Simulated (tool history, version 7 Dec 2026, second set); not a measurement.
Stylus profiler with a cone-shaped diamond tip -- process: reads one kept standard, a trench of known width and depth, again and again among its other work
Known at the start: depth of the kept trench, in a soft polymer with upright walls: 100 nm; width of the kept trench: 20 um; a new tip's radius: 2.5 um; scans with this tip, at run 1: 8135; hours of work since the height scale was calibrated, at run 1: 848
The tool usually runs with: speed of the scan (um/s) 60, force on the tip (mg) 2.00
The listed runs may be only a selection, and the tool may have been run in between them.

| run | day | speed of the scan (um/s) | force on the tip (mg) | scans with this tip | hours of work since the height scale was calibrated | depth of the trench (Å) | width of the trench's floor (um) |
|---|---|---|---|---|---|---|---|
| 1 | 0.000 | 60 | 2.00 | 8135 | 848 | 1017.3 | 18.26 |
| 2 | 0.975 | 60 | 0.88 | 8305 | 866 | 1010.8 | 18.16 |
| 3 | 2.021 | 60 | 0.88 | 8488 | 885 | 1011.9 | 18.21 |
| 4 | 2.888 | 60 | 0.88 | 8640 | 901 | 1011.4 | 18.14 |
| 5 | 3.996 | 60 | 0.88 | 8834 | 921 | 1012.2 | 18.16 |
| 6 | 4.612 | 60 | 0.88 | 8941 | 933 | 1011.2 | 18.21 |
| 7 | 5.646 | 60 | 0.88 | 9121 | 951 | 1011.7 | 18.16 |
| 8 | 6.250 | 60 | 0.88 | 9227 | 962 | 1011.5 | 18.15 |
| 9 | 7.408 | 60 | 0.88 | 9430 | 983 | 1012.5 | 18.12 |
| 10 | 8.088 | 95 | 2.00 | 9549 | 996 | 1017.8 | 18.14 |
| 11 | 9.425 | 95 | 2.00 | 9782 | 1020 | 1017.6 | 18.13 |
| 12 | 10.621 | 95 | 2.00 | 9991 | 1042 | 1018.2 | 18.15 |
| 13 | 11.671 | 95 | 2.00 | 10175 | 1061 | 1018.5 | 18.04 |
| 14 | 12.638 | 150 | 1.64 | 10344 | 1079 | 1016.0 | 18.00 |
| 15 | 13.738 | 150 | 1.64 | 10536 | 1099 | 1016.4 | 17.97 |
| 16 | 14.321 | 19 | 1.05 | 10638 | 1110 | 1013.7 | 18.26 |
| 17 | 15.025 | 60 | 2.80 | 10762 | 1122 | 1021.6 | 18.20 |
| 18 | 15.967 | 60 | 2.80 | 10926 | 1140 | 1021.7 | 18.15 |

Run 19 is up next; what results do you expect?
| 19 | 16.525 | 60 | 2.80 | 11024 | 1150 | ? | ? |

depth of the trench (Å): 1021.0
width of the trench's floor (um): 18.19
Were there no unlogged condition in the tool, this run, its random variation unchanged, would have produced depth of the trench (Å) 1016.4, width of the trench's floor (um) 18.51.
